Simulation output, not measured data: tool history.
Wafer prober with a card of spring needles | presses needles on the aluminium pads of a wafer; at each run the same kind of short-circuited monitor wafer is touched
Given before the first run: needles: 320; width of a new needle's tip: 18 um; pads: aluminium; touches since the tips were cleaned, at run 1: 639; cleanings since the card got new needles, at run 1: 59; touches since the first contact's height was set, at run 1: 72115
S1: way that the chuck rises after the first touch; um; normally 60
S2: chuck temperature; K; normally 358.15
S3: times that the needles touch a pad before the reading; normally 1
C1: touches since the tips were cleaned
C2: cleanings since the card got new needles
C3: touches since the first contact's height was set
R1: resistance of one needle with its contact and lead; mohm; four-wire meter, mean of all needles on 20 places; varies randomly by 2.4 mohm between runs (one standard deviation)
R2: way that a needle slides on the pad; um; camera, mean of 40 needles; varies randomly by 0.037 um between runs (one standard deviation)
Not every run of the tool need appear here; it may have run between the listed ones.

{"run": 1, "day": 0.0, "S1": 60, "S2": 358.15, "S3": 1, "C1": 639, "C2": 59, "C3": 72115, "R1": 316, "R2": 9.29}
{"day": 0.208, "done": "tips cleaned on abrasive film"}
{"day": 0.471, "done": "tips cleaned on abrasive film"}
{"day": 0.733, "done": "tips cleaned on abrasive film"}
{"day": 0.992, "done": "tips cleaned on abrasive film"}
{"run": 2, "day": 1.046, "S1": 60, "S2": 358.15, "S3": 1, "C1": 820, "C2": 63, "C3": 88026, "R1": 322, "R2": 9.22}
{"day": 1.204, "done": "tips cleaned on abrasive film"}
{"day": 1.417, "done": "tips cleaned on abrasive film"}
{"day": 1.625, "done": "tips cleaned on abrasive film"}
{"day": 1.833, "done": "tips cleaned on abrasive film"}
{"day": 2.046, "done": "tips cleaned on abrasive film"}
{"run": 3, "day": 2.225, "S1": 60, "S2": 358.15, "S3": 1, "C1": 2769, "C2": 68, "C3": 105889, "R1": 397, "R2": 9.18}
{"day": 2.279, "done": "tips cleaned on abrasive film"}
{"day": 2.488, "done": "tips cleaned on abrasive film"}
{"day": 2.7, "done": "tips cleaned on abrasive film"}
{"day": 2.908, "done": "tips cleaned on abrasive film"}
{"day": 3.171, "done": "tips cleaned on abrasive film"}
{"day": 3.433, "done": "tips cleaned on abrasive film"}
{"run": 4, "day": 3.479, "S1": 60, "S2": 328.15, "S3": 1, "C1": 721, "C2": 74, "C3": 124875, "R1": 324, "R2": 9.1}
{"day": 3.688, "done": "tips cleaned on abrasive film"}
{"day": 3.95, "done": "tips cleaned on abrasive film"}
{"day": 4.158, "done": "tips cleaned on abrasive film"}
{"day": 4.421, "done": "tips cleaned on abrasive film"}
{"day": 4.433, "done": "height of the first contact set anew"}
{"run": 5, "day": 4.492, "S1": 60, "S2": 358.15, "S3": 1, "C1": 918, "C2": 78, "C3": 918, "R1": 338, "R2": 8.85}
{"day": 4.65, "done": "tips cleaned on abrasive film"}
{"day": 4.912, "done": "tips cleaned on abrasive film"}
{"day": 5.121, "done": "tips cleaned on abrasive film"}
{"run": 6, "day": 5.196, "S1": 60, "S2": 358.15, "S3": 1, "C1": 1172, "C2": 81, "C3": 11618, "R1": 356, "R2": 8.87}
{"day": 5.354, "done": "tips cleaned on abrasive film"}
{"day": 5.567, "done": "tips cleaned on abrasive film"}
{"day": 5.775, "done": "tips cleaned on abrasive film"}
{"day": 6.038, "done": "tips cleaned on abrasive film"}
{"run": 7, "day": 6.175, "S1": 60, "S2": 358.15, "S3": 1, "C1": 2156, "C2": 85, "C3": 26481, "R1": 388, "R2": 8.78}
{"day": 6.283, "done": "tips cleaned on abrasive film"}
{"day": 6.492, "done": "tips cleaned on abrasive film"}
{"day": 6.754, "done": "tips cleaned on abrasive film"}
{"day": 6.962, "done": "tips cleaned on abrasive film"}
{"day": 7.175, "done": "tips cleaned on abrasive film"}
{"run": 8, "day": 7.292, "S1": 60, "S2": 358.15, "S3": 1, "C1": 1794, "C2": 90, "C3": 43365, "R1": 363, "R2": 8.68}
{"day": 7.396, "done": "tips cleaned on abrasive film"}
{"day": 7.608, "done": "tips cleaned on abrasive film"}
{"day": 7.817, "done": "tips cleaned on abrasive film"}
{"day": 8.079, "done": "tips cleaned on abrasive film"}
{"day": 8.338, "done": "tips cleaned on abrasive film"}
{"run": 9, "day": 8.338, "S1": 60, "S2": 340.15, "S3": 1, "C1": 0, "C2": 95, "C3": 59214, "R1": 282, "R2": 8.56}
{"day": 8.546, "done": "tips cleaned on abrasive film"}
{"day": 8.808, "done": "tips cleaned on abrasive film"}
{"day": 9.067, "done": "tips cleaned on abrasive film"}
{"run": 10, "day": 9.067, "S1": 60, "S2": 340.15, "S3": 1, "C1": 0, "C2": 98, "C3": 70290, "R1": 293, "R2": 8.52}
{"day": 9.329, "done": "tips cleaned on abrasive film"}
{"day": 9.588, "done": "tips cleaned on abrasive film"}
{"day": 9.8, "done": "tips cleaned on abrasive film"}
{"day": 10.008, "done": "tips cleaned on abrasive film"}
{"run": 11, "day": 10.117, "S1": 60, "S2": 340.15, "S3": 1, "C1": 1656, "C2": 102, "C3": 86241, "R1": 384, "R2": 8.47}
{"day": 10.221, "done": "tips cleaned on abrasive film"}
{"day": 10.433, "done": "tips cleaned on abrasive film"}
{"day": 10.642, "done": "tips cleaned on abrasive film"}
{"run": 12, "day": 10.688, "S1": 60, "S2": 340.15, "S3": 1, "C1": 710, "C2": 105, "C3": 94893, "R1": 339, "R2": 8.45}
{"day": 10.9, "done": "tips cleaned on abrasive film"}
{"day": 11.108, "done": "tips cleaned on abrasive film"}
{"day": 11.171, "done": "height of the first contact set anew, once more"}
{"day": 11.329, "done": "tips cleaned on abrasive film"}
{"run": 13, "day": 11.408, "S1": 41, "S2": 358.15, "S3": 1, "C1": 1226, "C2": 108, "C3": 3609, "R1": 427, "R2": 6.58}
{"day": 11.567, "done": "tips cleaned on abrasive film"}
{"day": 11.829, "done": "tips cleaned on abrasive film"}
{"day": 12.038, "done": "tips cleaned on abrasive film"}
{"day": 12.3, "done": "tips cleaned on abrasive film"}
{"run": 14, "day": 12.388, "S1": 52, "S2": 339.15, "S3": 1, "C1": 1358, "C2": 112, "C3": 18468, "R1": 390, "R2": 8.29}
{"day": 12.546, "done": "tips cleaned on abrasive film"}
{"day": 12.808, "done": "tips cleaned on abrasive film"}
{"day": 13.071, "done": "tips cleaned on abrasive film"}
{"run": 15, "day": 13.217, "S1": 45, "S2": 358.15, "S3": 1, "C1": 2276, "C2": 115, "C3": 31068, "R1": 478, "R2": 7.04}
{"day": 13.325, "done": "tips cleaned on abrasive film"}
{"day": 13.583, "done": "tips cleaned on abrasive film"}
{"day": 13.846, "done": "tips cleaned on abrasive film"}
{"day": 14.108, "done": "tips cleaned on abrasive film"}
{"day": 14.342, "done": "tips cleaned on abrasive film"}
{"run": 16, "day": 14.342, "S1": 51, "S2": 305.15, "S3": 2, "C1": 0, "C2": 120, "C3": 48110, "R1": 277, "R2": 7.95}
{"day": 14.6, "done": "tips cleaned on abrasive film"}
{"day": 14.812, "done": "tips cleaned on abrasive film"}
{"run": 17, "day": 14.904, "S1": 51, "S2": 305.15, "S3": 2, "C1": 1421, "C2": 122, "C3": 56678, "R1": 340, "R2": 7.91}
{"day": 15.062, "done": "tips cleaned on abrasive film"}
{"day": 15.271, "done": "tips cleaned on abrasive film"}
{"day": 15.533, "done": "tips cleaned on abrasive film"}
{"day": 15.742, "done": "tips cleaned on abrasive film"}
{"run": 18, "day": 15.854, "S1": 72, "S2": 334.15, "S3": 2, "C1": 1746, "C2": 126, "C3": 71130, "R1": 315, "R2": 11.25}
{"day": 15.962, "done": "tips cleaned on abrasive film"}
{"day": 16.225, "done": "tips cleaned on abrasive film"}
{"day": 16.433, "done": "tips cleaned on abrasive film"}
{"day": 16.696, "done": "tips cleaned on abrasive film"}
{"day": 16.904, "done": "tips cleaned on abrasive film"}
{"run": 19, "day": 17.062, "S1": 65, "S2": 345.15, "S3": 1, "C1": 2460, "C2": 131, "C3": 89474, "R1": 389, "R2": 10.02}
{"day": 17.121, "done": "tips cleaned on abrasive film"}
{"day": 17.329, "done": "tips cleaned on abrasive film"}
{"day": 17.538, "done": "tips cleaned on abrasive film"}
{"day": 17.75, "done": "tips cleaned on abrasive film"}
{"day": 17.958, "done": "tips cleaned on abrasive film"}
{"run": 20, "day": 18.142, "S1": 65, "S2": 345.15, "S3": 1, "C1": 2821, "C2": 136, "C3": 105796, "R1": 398, "R2": 9.94}
{"day": 18.196, "done": "tips cleaned on abrasive film"}
{"day": 18.408, "done": "tips cleaned on abrasive film"}
{"day": 18.617, "done": "tips cleaned on abrasive film"}
{"day": 18.879, "done": "tips cleaned on abrasive film"}
{"day": 19.117, "done": "tips cleaned on abrasive film"}
{"run": 21, "day": 19.117, "S1": 60, "S2": 358.15, "S3": 3, "C1": 0, "C2": 141, "C3": 120556, "R1": 285, "R2": 8.99}
{"day": 19.329, "done": "tips cleaned on abrasive film"}
{"day": 19.538, "done": "tips cleaned on abrasive film"}
{"day": 19.8, "done": "tips cleaned on abrasive film"}
{"day": 20.058, "done": "tips cleaned on abrasive film"}
{"run": 22, "day": 20.15, "S1": 60, "S2": 372.15, "S3": 3, "C1": 1400, "C2": 145, "C3": 136252, "R1": 324, "R2": 9.0}

Run 23 comes next. What will it give?
{"day": 20.308, "done": "tips cleaned on abrasive film"}
{"day": 20.375, "done": "height of the first contact set anew"}
{"day": 20.533, "done": "tips cleaned on abrasive film"}
{"day": 20.742, "done": "tips cleaned on abrasive film"}
{"run": 23, "day": 20.875, "S1": 49, "S2": 382.15, "S3": 2, "C1": 2092, "C2": 148, "C3": 7651, "R1": "?", "R2": "?"}

R1: 383 mohm
R2: 7.81 um
Had the tool carried no hidden state, the very same run would have given R1 285 mohm, R2 7.84 um.
